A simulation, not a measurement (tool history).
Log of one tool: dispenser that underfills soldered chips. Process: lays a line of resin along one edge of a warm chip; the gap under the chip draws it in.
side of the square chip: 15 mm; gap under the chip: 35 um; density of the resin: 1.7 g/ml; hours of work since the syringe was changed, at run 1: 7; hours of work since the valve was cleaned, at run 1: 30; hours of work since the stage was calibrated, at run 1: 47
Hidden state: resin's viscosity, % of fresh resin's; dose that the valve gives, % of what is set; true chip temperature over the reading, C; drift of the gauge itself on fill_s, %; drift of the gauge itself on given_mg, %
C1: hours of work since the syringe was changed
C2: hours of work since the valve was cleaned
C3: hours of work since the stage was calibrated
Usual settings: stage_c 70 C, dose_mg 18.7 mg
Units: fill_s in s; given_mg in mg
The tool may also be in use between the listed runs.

Run 1, hour 0.0: usual settings; C1 7; C2 30; C3 47. Result: fill_s 471.9 s, given_mg 18.44 mg.
Run 2, hour 4.4: usual settings; C1 10; C2 33; C3 50. Result: fill_s 544.6 s, given_mg 18.47 mg.
At hour 6.4: new syringe of resin.
Run 3, hour 9.0: usual settings; C1 2; C2 36; C3 53. Result: fill_s 343.5 s, given_mg 18.41 mg.
Run 4, hour 14.7: usual settings; C1 6; C2 40; C3 56. Result: fill_s 426.4 s, given_mg 18.47 mg.
Run 5, hour 22.7: usual settings; C1 11; C2 45; C3 62. Result: fill_s 574.6 s, given_mg 18.41 mg.
At hour 23.7: new syringe of resin.
Run 6, hour 28.5: usual settings; C1 3; C2 49; C3 66. Result: fill_s 374.3 s, given_mg 18.32 mg.
Run 7, hour 33.8: usual settings; C1 7; C2 53; C3 69. Result: fill_s 453.1 s, given_mg 18.28 mg.
Run 8, hour 37.4: usual settings but stage_c 67 C; C1 9; C2 55; C3 72. Result: fill_s 581.9 s, given_mg 18.34 mg.
At hour 41.5: new syringe of resin.
Run 9, hour 45.7: usual settings but stage_c 77 C; C1 3; C2 60; C3 77. Result: fill_s 290.1 s, given_mg 18.26 mg.
Run 10, hour 50.0: usual settings but stage_c 77 C; C1 6; C2 63; C3 80. Result: fill_s 343.7 s, given_mg 18.25 mg.
Run 11, hour 54.6: usual settings but dose_mg 16.1 mg; C1 9; C2 66; C3 83. Result: fill_s 543.8 s, given_mg 15.72 mg.
At hour 59.0: new syringe of resin.
Run 12, hour 62.1: usual settings but dose_mg 16.1 mg; C1 2; C2 71; C3 88. Result: fill_s 365.7 s, given_mg 15.62 mg.
Run 13, hour 70.3: usual settings but dose_mg 16.1 mg; C1 8; C2 77; C3 93. Result: fill_s 490.6 s, given_mg 15.60 mg.
Run 14, hour 75.8: usual settings but stage_c 75 C, dose_mg 20.0 mg; C1 11; C2 81; C3 97. Result: fill_s 480.1 s, given_mg 19.38 mg.
At hour 76.5: new syringe of resin.
Run 15, hour 83.1: usual settings but stage_c 69 C; C1 5; C2 85; C3 102. Result: fill_s 411.2 s, given_mg 18.05 mg.
Run 16, hour 90.9: usual settings but stage_c 69 C, dose_mg 20.8 mg; C1 10; C2 91; C3 107. Result: fill_s 527.6 s, given_mg 20.06 mg.
At hour 94.0: new syringe of resin.
Run 17, hour 94.8: usual settings but stage_c 69 C, dose_mg 20.8 mg; C1 1; C2 93; C3 110. Result: fill_s 328.5 s, given_mg 20.06 mg.
Run 18, hour 103.5: usual settings but stage_c 56 C, dose_mg 18.1 mg; C1 6; C2 99; C3 115. Result: fill_s 739.7 s, given_mg 17.38 mg.
At hour 105.2: dispensing valve cleaned and set on the balance.
Run 19, hour 109.8: usual settings but stage_c 60 C; C1 10; C2 3; C3 119. Result: fill_s 758.3 s, given_mg 18.65 mg.
At hour 112.8: new syringe of resin.
Run 20, hour 113.7: usual settings but stage_c 57 C, dose_mg 19.2 mg; C1 1; C2 6; C3 122. Result: fill_s 508.4 s, given_mg 19.21 mg.
Run 21, hour 121.1: usual settings but stage_c 57 C, dose_mg 19.2 mg; C1 6; C2 11; C3 127. Result: fill_s 669.2 s, given_mg 19.22 mg.
Run 22, hour 126.5: usual settings but stage_c 77 C, dose_mg 16.9 mg; C1 9; C2 14; C3 130. Result: fill_s 417.1 s, given_mg 16.78 mg.
At hour 130.0: new syringe of resin.
Run 23, hour 134.2: usual settings but stage_c 77 C, dose_mg 16.9 mg; C1 3; C2 19; C3 135. Result: fill_s 290.1 s, given_mg 16.74 mg.
Run 24, hour 138.6: usual settings but stage_c 81 C, dose_mg 21.3 mg; C1 6; C2 22; C3 138. Result: fill_s 283.5 s, given_mg 21.04 mg.

Forecast each of these 5 alternatives for the next run:
Run A, hour 146.2: usual settings but stage_c 56 C, dose_mg 20.3 mg; C1 11; C2 27; C3 143. Result: fill_s ?, given_mg ?.
Run B, hour 146.2: usual settings but stage_c 71 C, dose_mg 17.7 mg; C1 11; C2 27; C3 143. Result: fill_s ?, given_mg ?.
Run C, hour 146.2: usual settings but stage_c 64 C, dose_mg 22.7 mg; C1 11; C2 27; C3 143. Result: fill_s ?, given_mg ?.
Run D, hour 146.2: usual settings but stage_c 81 C, dose_mg 22.8 mg; C1 11; C2 27; C3 143. Result: fill_s ?, given_mg ?.
Run E, hour 146.2: usual settings but stage_c 65 C, dose_mg 21.8 mg; C1 11; C2 27; C3 143. Result: fill_s ?, given_mg ?.

run  fill_s  given_mg
  A   920.0     20.08
  B   541.7     17.46
  C   665.5     22.43
  D   371.5     22.59
  E   637.8     21.51
Without the tool's hidden state the same runs would have given:
run  fill_s  given_mg
  A   524.2     20.33
  B   307.7     17.68
  C   379.0     22.70
  D   211.0     22.87
  E   363.1     21.78
